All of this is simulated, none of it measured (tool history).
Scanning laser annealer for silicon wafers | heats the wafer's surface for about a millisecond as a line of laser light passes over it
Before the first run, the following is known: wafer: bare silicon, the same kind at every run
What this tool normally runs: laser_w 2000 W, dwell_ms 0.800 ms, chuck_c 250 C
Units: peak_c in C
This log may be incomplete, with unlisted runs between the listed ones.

run	day	laser_w	dwell_ms	chuck_c	peak_c
1	0.000	2000	0.800	250	1028
2	2.183	2000	0.800	241	1013
3	3.729	2000	0.800	241	1011
4	5.579	2000	0.745	241	978
5	7.558	2000	0.800	250	1016
6	10.696	2000	0.800	284	1041
7	12.575	2000	0.689	250	945
8	15.700	2000	0.689	250	942
9	17.438	2000	0.689	250	943
10	21.150	2000	0.689	250	932
11	23.412	2000	0.689	250	933
12	24.958	2000	0.689	250	930
13	28.688	2012	0.800	250	991
14	30.446	2000	0.641	250	897
15	33.517	2000	0.611	250	877
16	36.029	2002	0.706	250	927
17	39.650	2000	0.800	268	986
18	41.850	1902	0.800	286	964
19	44.921	1902	0.800	286	999
20	46.967	2174	0.651	286	1025
21	48.504	1884	0.862	286	1022
22	52.108	1701	0.800	250	871
23	55.717	1985	0.621	250	901
24	57.962	1985	0.584	242	869
25	59.529	1985	0.586	232	856
26	61.146	1702	0.586	234	758
27	64.800	1969	0.586	250	869
28	66.700	1969	0.586	250	860

Taken out of this log: 4 entries between the listed runs. Where each belongs, and how the hidden state differs across it:
Run 12 -> run 13: laser's power meter calibrated (day 25.308)
  light that passes the window, % of a clean one's: 96.86 -> 96.41; laser's true power over the reading, %: -0.02 -> -0.04; width of the line over the set one, %: 2.43 -> 2.68
  measured less the result without the state, peak_c: -34 -> -43 C
Run 18 -> run 19: window over the wafer cleaned (day 42.804); laser's power meter calibrated, once more (day 43.204)
  light that passes the window, % of a clean one's: 94.8 -> 99.67; laser's true power over the reading, %: -0.09 -> -0.23; width of the line over the set one, %: 3.54 -> 3.75
  measured less the result without the state, peak_c: -57 -> -19 C
Run 22 -> run 23: optics aligned, line set to its width (day 54.833)
  light that passes the window, % of a clean one's: 98.77 -> 98.32; laser's true power over the reading, %: -0.25 -> -0.27; width of the line over the set one, %: 4.19 -> 0.24
  measured less the result without the state, peak_c: -25 -> -16 C
